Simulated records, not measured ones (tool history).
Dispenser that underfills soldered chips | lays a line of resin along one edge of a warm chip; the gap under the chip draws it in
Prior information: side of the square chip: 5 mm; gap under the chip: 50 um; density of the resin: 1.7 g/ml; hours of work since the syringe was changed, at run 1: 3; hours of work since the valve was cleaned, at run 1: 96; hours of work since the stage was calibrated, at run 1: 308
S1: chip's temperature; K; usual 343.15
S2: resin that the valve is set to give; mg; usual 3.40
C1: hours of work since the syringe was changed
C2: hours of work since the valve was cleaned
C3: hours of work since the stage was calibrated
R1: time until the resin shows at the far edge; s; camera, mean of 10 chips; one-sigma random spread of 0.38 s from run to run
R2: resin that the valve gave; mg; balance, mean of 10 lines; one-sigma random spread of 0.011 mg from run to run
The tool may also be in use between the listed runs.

{"run": 1, "day": 0.0, "S1": 343.15, "S2": 3.4, "C1": 3, "C2": 96, "C3": 308, "R1": 27.4, "R2": 3.16}
{"day": 0.267, "done": "new syringe of resin"}
{"run": 2, "day": 0.288, "S1": 329.15, "S2": 3.4, "C1": 0, "C2": 101, "C3": 313, "R1": 51.2, "R2": 3.16}
{"day": 0.404, "done": "dispensing valve cleaned and set on the balance"}
{"day": 0.738, "done": "new syringe of resin"}
{"run": 3, "day": 0.871, "S1": 348.15, "S2": 3.4, "C1": 2, "C2": 8, "C3": 322, "R1": 21.0, "R2": 3.38}
{"run": 4, "day": 1.117, "S1": 348.15, "S2": 3.4, "C1": 7, "C2": 12, "C3": 327, "R1": 24.5, "R2": 3.39}
{"day": 1.179, "done": "new syringe of resin"}
{"day": 1.6, "done": "new syringe of resin"}
{"run": 5, "day": 1.6, "S1": 349.15, "S2": 3.4, "C1": 0, "C2": 20, "C3": 335, "R1": 18.7, "R2": 3.36}
{"run": 6, "day": 1.888, "S1": 349.15, "S2": 4.0, "C1": 5, "C2": 26, "C3": 340, "R1": 22.1, "R2": 3.94}
{"day": 2.029, "done": "new syringe of resin"}
{"run": 7, "day": 2.221, "S1": 349.15, "S2": 4.36, "C1": 3, "C2": 31, "C3": 345, "R1": 20.2, "R2": 4.28}
{"day": 2.45, "done": "new syringe of resin"}
{"run": 8, "day": 2.617, "S1": 343.15, "S2": 3.4, "C1": 3, "C2": 38, "C3": 352, "R1": 26.6, "R2": 3.34}
{"day": 2.883, "done": "new syringe of resin"}
{"run": 9, "day": 3.029, "S1": 347.15, "S2": 3.4, "C1": 3, "C2": 45, "C3": 359, "R1": 21.8, "R2": 3.28}
{"day": 3.3, "done": "new syringe of resin"}
{"run": 10, "day": 3.3, "S1": 343.15, "S2": 3.4, "C1": 0, "C2": 50, "C3": 364, "R1": 24.8, "R2": 3.28}
{"day": 3.738, "done": "new syringe of resin"}
{"run": 11, "day": 3.738, "S1": 343.15, "S2": 3.4, "C1": 0, "C2": 57, "C3": 371, "R1": 24.9, "R2": 3.25}
{"run": 12, "day": 3.992, "S1": 343.15, "S2": 2.92, "C1": 4, "C2": 62, "C3": 376, "R1": 29.4, "R2": 2.79}
{"day": 4.167, "done": "new syringe of resin"}
{"run": 13, "day": 4.312, "S1": 343.15, "S2": 2.92, "C1": 3, "C2": 67, "C3": 381, "R1": 27.5, "R2": 2.79}
{"day": 4.583, "done": "new syringe of resin"}
{"run": 14, "day": 4.738, "S1": 343.15, "S2": 2.92, "C1": 3, "C2": 74, "C3": 389, "R1": 27.4, "R2": 2.76}
{"day": 5.008, "done": "new syringe of resin"}
{"run": 15, "day": 5.25, "S1": 330.15, "S2": 4.17, "C1": 4, "C2": 83, "C3": 398, "R1": 53.5, "R2": 3.9}
{"day": 5.425, "done": "new syringe of resin"}
{"run": 16, "day": 5.788, "S1": 350.15, "S2": 4.32, "C1": 6, "C2": 93, "C3": 407, "R1": 21.2, "R2": 4.02}
{"day": 5.838, "done": "new syringe of resin"}
{"run": 17, "day": 6.058, "S1": 346.15, "S2": 4.38, "C1": 4, "C2": 97, "C3": 411, "R1": 23.9, "R2": 4.08}
{"day": 6.254, "done": "new syringe of resin"}
{"run": 18, "day": 6.296, "S1": 346.15, "S2": 2.97, "C1": 1, "C2": 101, "C3": 415, "R1": 21.9, "R2": 2.77}
{"day": 6.408, "done": "dispensing valve cleaned and set on the balance"}
{"day": 6.704, "done": "new syringe of resin"}
{"run": 19, "day": 6.733, "S1": 335.15, "S2": 3.02, "C1": 0, "C2": 5, "C3": 422, "R1": 37.2, "R2": 3.01}
{"run": 20, "day": 7.042, "S1": 353.15, "S2": 3.96, "C1": 6, "C2": 11, "C3": 428, "R1": 19.3, "R2": 3.96}
{"day": 7.142, "done": "new syringe of resin"}
{"run": 21, "day": 7.271, "S1": 353.15, "S2": 3.96, "C1": 2, "C2": 15, "C3": 432, "R1": 16.2, "R2": 3.92}
{"day": 7.592, "done": "new syringe of resin"}
{"run": 22, "day": 7.804, "S1": 353.15, "S2": 3.18, "C1": 4, "C2": 24, "C3": 441, "R1": 17.5, "R2": 3.12}
{"day": 8.0, "done": "new syringe of resin"}
{"run": 23, "day": 8.221, "S1": 350.15, "S2": 4.11, "C1": 4, "C2": 31, "C3": 448, "R1": 19.3, "R2": 4.04}
{"day": 8.404, "done": "new syringe of resin"}
{"run": 24, "day": 8.771, "S1": 330.15, "S2": 3.58, "C1": 6, "C2": 41, "C3": 457, "R1": 58.8, "R2": 3.49}
{"day": 8.808, "done": "new syringe of resin"}
{"run": 25, "day": 9.142, "S1": 346.15, "S2": 3.86, "C1": 6, "C2": 47, "C3": 464, "R1": 25.7, "R2": 3.75}
{"day": 9.225, "done": "new syringe of resin"}
{"day": 9.633, "done": "new syringe of resin"}
{"run": 26, "day": 9.7, "S1": 329.15, "S2": 4.28, "C1": 1, "C2": 56, "C3": 473, "R1": 49.3, "R2": 4.1}
{"day": 10.046, "done": "new syringe of resin"}
{"run": 27, "day": 10.158, "S1": 336.15, "S2": 3.54, "C1": 2, "C2": 64, "C3": 481, "R1": 35.9, "R2": 3.39}

Alternative continuations, all from the tool just after run 27; predict every row:
{"run": "A", "day": 10.4, "S1": 353.15, "S2": 3.42, "C1": 6, "C2": 69, "C3": 485, "R1": "?", "R2": "?"}
{"run": "B", "day": 10.4, "S1": 329.15, "S2": 3.55, "C1": 6, "C2": 69, "C3": 485, "R1": "?", "R2": "?"}
{"run": "C", "day": 10.4, "S1": 346.15, "S2": 3.62, "C1": 6, "C2": 69, "C3": 485, "R1": "?", "R2": "?"}
{"run": "D", "day": 10.4, "S1": 347.15, "S2": 3.9, "C1": 6, "C2": 69, "C3": 485, "R1": "?", "R2": "?"}
{"run": "E", "day": 10.4, "S1": 336.15, "S2": 3.7, "C1": 6, "C2": 69, "C3": 485, "R1": "?", "R2": "?"}

run=A R1=19.0 R2=3.28
run=B R1=60.0 R2=3.38
run=C R1=25.7 R2=3.46
run=D R1=24.3 R2=3.73
run=E R1=42.6 R2=3.54
Stripped of hidden state, with their random variation kept, the same runs would have yielded:
run=A R1=16.0 R2=3.44
run=B R1=50.9 R2=3.54
run=C R1=21.6 R2=3.63
run=D R1=20.5 R2=3.91
run=E R1=36.2 R2=3.71
